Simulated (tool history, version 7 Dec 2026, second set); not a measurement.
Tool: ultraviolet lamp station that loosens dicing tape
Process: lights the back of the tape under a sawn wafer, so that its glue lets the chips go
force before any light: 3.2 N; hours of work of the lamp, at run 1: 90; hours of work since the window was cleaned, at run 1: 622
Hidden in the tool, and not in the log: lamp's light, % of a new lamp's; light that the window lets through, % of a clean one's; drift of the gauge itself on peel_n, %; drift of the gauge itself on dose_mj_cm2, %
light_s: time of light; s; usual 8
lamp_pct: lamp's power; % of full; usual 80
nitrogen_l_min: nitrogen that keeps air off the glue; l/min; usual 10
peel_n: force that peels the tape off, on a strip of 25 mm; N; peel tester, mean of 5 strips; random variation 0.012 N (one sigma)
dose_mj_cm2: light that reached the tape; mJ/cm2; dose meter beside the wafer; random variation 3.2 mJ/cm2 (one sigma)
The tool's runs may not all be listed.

run	hour	light_s	lamp_pct	nitrogen_l_min	hours of work of the lamp	hours of work since the window was cleaned	peel_n	dose_mj_cm2
1	0	8	80	10	90	622	0.566	462
2	19.6	13	80	10	103	634	0.331	737
3	29.3	13	80	10	109	640	0.341	746
4	44.8	13	80	10	118	650	0.324	746
5	57.3	8	80	12	126	658	0.559	452
6	69.1	8	80	12	133	665	0.566	453
7	85.3	8	80	12	143	675	0.555	450
# hour 94.5: window cleaned of glue's vapour
8	96.9	8	80	12	150	2	0.495	481
9	107.1	12	80	10	157	8	0.358	713
10	118.7	8	80	4	164	15	0.888	473
11	137.5	8	80	4	175	27	0.918	469
12	148	8	80	10	182	33	0.558	476
13	164.6	8	80	10	192	44	0.569	465
14	177.6	8	80	10	200	52	0.579	466
15	189.8	8	80	10	208	59	0.585	463
16	207.3	13	80	10	219	70	0.343	752
17	222.9	13	80	10	228	80	0.333	751
18	242.3	13	80	13	240	92	0.312	752
19	264.4	8	80	10	254	105	0.6	452
20	276.4	4	80	10	262	113	1.23	228
21	288.4	4	80	8	269	120	1.36	225
22	300.2	4	80	8	276	128	1.414	224
23	312.8	8	80	10	284	136	0.6	451
24	326	5	71	7	292	144	1.329	249
25	339	9	98	10	300	152	0.402	620
26	352.9	9	98	10	309	160	0.397	618
27	368.2	8	80	3	319	170	1.107	443
28	382.1	9	87	17	327	178	0.387	551
29	401.2	10	87	6	339	190	0.542	599
30	424.1	8	80	8	353	205	0.696	440
31	447.6	8	69	4	368	219	1.133	373
32	457.5	8	69	4	374	225	1.153	378
33	474.7	5	74	6	385	236	1.409	247
34	486.8	4	74	10	392	243	1.389	201
35	508.3	13	95	3	406	257	0.543	840
36	522.5	13	85	3	414	266	0.61	738
37	535.5	9	93	11	422	274	0.453	563
38	559.2	9	93	11	437	288	0.448	556
39	572.5	9	91	9	445	297	0.482	539
40	584.1	11	75	4	453	304	0.75	547
41	601.4	11	75	4	463	315	0.763	545
42	615.9	8	88	6	472	324	0.765	462
43	626	8	88	6	479	330	0.774	462
44	648	8	76	6	492	343	0.905	399
45	666.3	11	99	9	504	355	0.356	708

Hidden state at the last listed run before each entry between runs and at the first one after, where it differs:
Between runs 7 and 8: window cleaned of glue's vapour (hour 94.5)
  lamp's light, % of a new lamp's: 94 -> 93.8; light that the window lets through, % of a clean one's: 94.5 -> 99.9
  measured less the result without the state, peel_n: +0.076 -> +0.038 N; dose_mj_cm2: -56 -> -32 mJ/cm2
